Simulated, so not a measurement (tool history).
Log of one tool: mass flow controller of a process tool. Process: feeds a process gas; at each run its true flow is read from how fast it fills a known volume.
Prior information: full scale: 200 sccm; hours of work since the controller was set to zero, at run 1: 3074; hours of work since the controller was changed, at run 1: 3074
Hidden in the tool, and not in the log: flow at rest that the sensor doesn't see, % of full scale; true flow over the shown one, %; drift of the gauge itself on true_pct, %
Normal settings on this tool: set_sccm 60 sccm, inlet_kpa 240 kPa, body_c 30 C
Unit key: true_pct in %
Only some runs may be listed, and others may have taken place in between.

run,hour,set_sccm,inlet_kpa,body_c,hours of work since the controller was set to zero,hours of work since the controller was changed,true_pct
1,0,60,240,30,3074,3074,97.88
2,167.5,60,153,30,3141,3141,98.19
3,289.4,60,153,30,3190,3190,98.15
4,480.5,60,153,30,3267,3267,98.12
5,597,60,153,30,3314,3314,98.19
# hour 622.9: controller's zero set anew
6,770.2,60,153,30,59,3383,99.35
7,926.5,60,153,30,122,3446,99.24
8,1074,145,232,38,181,3506,98.25
9,1344.4,145,232,38,290,3614,98.11
10,1506.9,100,184,40,355,3680,98.23
11,1714,100,184,40,439,3763,98.15
# hour 1841.3: controller's zero set anew, once more
12,1901.6,100,184,40,24,3838,96.58
13,2052.2,42,150,38,85,3899,96.08

Branching from run 13: 5 alternative next runs. What would each branch give?
A,2189.3,111,194,21,140,3954,?
B,2189.3,90,240,30,140,3954,?
C,2189.3,29,181,35,140,3954,?
D,2189.3,60,234,30,140,3954,?
E,2189.3,174,161,30,140,3954,?

run,true_pct
A,97.15
B,96.38
C,95.8
D,96
E,97.88
With no hidden state in the tool, these same runs would have given:
run,true_pct
A,98.96
B,98.18
C,97.48
D,97.77
E,99.71
